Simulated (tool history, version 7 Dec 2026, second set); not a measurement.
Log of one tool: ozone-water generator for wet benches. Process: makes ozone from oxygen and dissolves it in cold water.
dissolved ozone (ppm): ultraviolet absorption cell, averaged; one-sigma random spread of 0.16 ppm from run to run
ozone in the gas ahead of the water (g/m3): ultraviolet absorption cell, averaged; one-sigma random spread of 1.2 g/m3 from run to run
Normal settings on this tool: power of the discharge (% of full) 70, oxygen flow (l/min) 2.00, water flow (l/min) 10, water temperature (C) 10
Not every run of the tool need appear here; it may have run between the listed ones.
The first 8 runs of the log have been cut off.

run	hour	power of the discharge (% of full)	oxygen flow (l/min)	water flow (l/min)	water temperature (C)	dissolved ozone (ppm)	ozone in the gas ahead of the water (g/m3)
9	566.1	70	2.00	7	10	25.8	207.0
10	643.7	70	2.00	7	10	25.6	205.5
11	736.8	70	2.00	7	10	26.0	203.7
# hour 752.0: water thermometer calibrated
12	845.8	70	2.00	7	10	25.5	202.1
13	931.5	70	2.00	7	10	25.6	203.6
14	989.1	70	2.00	7	10	25.2	202.4
15	1060.4	70	2.00	7	10	25.1	202.5
16	1120.6	70	1.75	7	10	25.5	220.7
17	1197.8	70	1.75	7	10	24.9	218.9
# hour 1242.6: contactor cleaned
18	1253.1	70	1.75	7	10	27.3	218.7
19	1305.1	85	2.08	15	10	13.4	216.3

Forecast run 20:
# hour 1347.3: water thermometer calibrated, once more
20	1410.4	85	2.08	9	10	?	?

{"run 20": {"dissolved ozone (ppm)": 23.7, "ozone in the gas ahead of the water (g/m3)": 215.4}}
With no hidden state in the tool, this same run would have given dissolved ozone (ppm) 27.2, ozone in the gas ahead of the water (g/m3) 246.6.
